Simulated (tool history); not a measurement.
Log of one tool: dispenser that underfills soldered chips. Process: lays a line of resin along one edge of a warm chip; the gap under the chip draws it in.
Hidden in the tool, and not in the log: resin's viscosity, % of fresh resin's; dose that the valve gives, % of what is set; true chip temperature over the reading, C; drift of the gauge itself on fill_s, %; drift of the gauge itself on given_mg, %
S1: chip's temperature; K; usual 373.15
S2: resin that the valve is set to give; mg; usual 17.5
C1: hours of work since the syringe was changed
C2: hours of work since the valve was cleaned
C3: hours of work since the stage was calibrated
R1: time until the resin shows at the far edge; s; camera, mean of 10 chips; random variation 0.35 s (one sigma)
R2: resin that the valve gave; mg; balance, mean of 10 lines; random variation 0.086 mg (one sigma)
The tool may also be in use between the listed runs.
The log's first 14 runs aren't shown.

run   hour      S1    S2  C1  C2   C3    R1     R2
     118.1  -- new syringe of resin
 15  120.5  373.15  17.5   1   8  356  20.3  17.41
 16  127.8  373.15  17.5   6  13  361  23.9   17.4
     129.5  -- new syringe of resin
 17  138.6  373.15  17.5   6  19  367  23.3  17.11
     140.9  -- new syringe of resin
 18  146.6  373.15  17.5   4  24  372  22.4  17.16
     152.5  -- new syringe of resin
 19    153  377.15  19.5   0  28  376  16.5  19.03
 20  159.7  383.15    18   5  32  380  15.2  17.43
     164.1  -- new syringe of resin
 21  170.6  359.15  21.7   4  39  387  39.6  20.92
     175.5  -- new syringe of resin
 22    179  359.15  21.7   2  44  392  37.3  20.75
     187.5  -- new syringe of resin
 23  189.6  366.15  19.3   1  50  398  27.3  18.43
 24  196.1  371.15  20.9   5  54  402  25.6  19.58
     199.2  -- new syringe of resin
 25  204.5  371.15  20.9   3  59  407  23.6  19.75
       211  -- new syringe of resin
 26  215.9  384.15  16.6   3  66  414  15.1  15.54
     223.1  -- new syringe of resin
 27  226.6  361.15  16.9   2  73  421  35.8  15.87
     234.5  -- new syringe of resin
 28  234.7  361.15  16.9   0  78  426  33.1  15.71
 29    245  361.15  16.9   7  84  432  40.6  15.63
     246.3  -- new syringe of resin
 30  252.9  373.15  17.3   4  89  437  23.5  16.01
     257.7  -- new syringe of resin
 31  260.1  373.15  19.6   2  93  441  20.5  18.11
 32  265.7  383.15  15.4   5  97  445  17.1  14.05
     269.3  -- new syringe of resin
     273.1  -- dispensing valve cleaned and set on the balance
 33  275.5  365.15  20.3   3   2  450  30.7  20.14
     281.8  -- new syringe of resin
 34  282.5  377.15  22.5   0   6  454  16.7  22.28
 35  288.1  368.15  15.4   4   9  458  28.4  15.21
     293.1  -- new syringe of resin
 36  297.1  368.15  15.4   2  15  463  26.8  15.16

3 ways to go on from here, each from the tool as it stands after run 36. What would each give?
     304.7  -- new syringe of resin
  A  304.7  363.15  18.9   0  19  468   ?   ?
     304.7  -- new syringe of resin
  B  304.7  365.15  19.1   0  19  468   ?   ?
     304.7  -- new syringe of resin
  C  304.7  379.15  17.7   0  19  468   ?   ?

run    R1     R2
  A  29.2  18.73
  B  26.3  18.79
  C    16   17.4
Without the tool's hidden state the same runs would have given:
run    R1     R2
  A  27.2  19.07
  B  24.4  19.13
  C  14.9  17.71
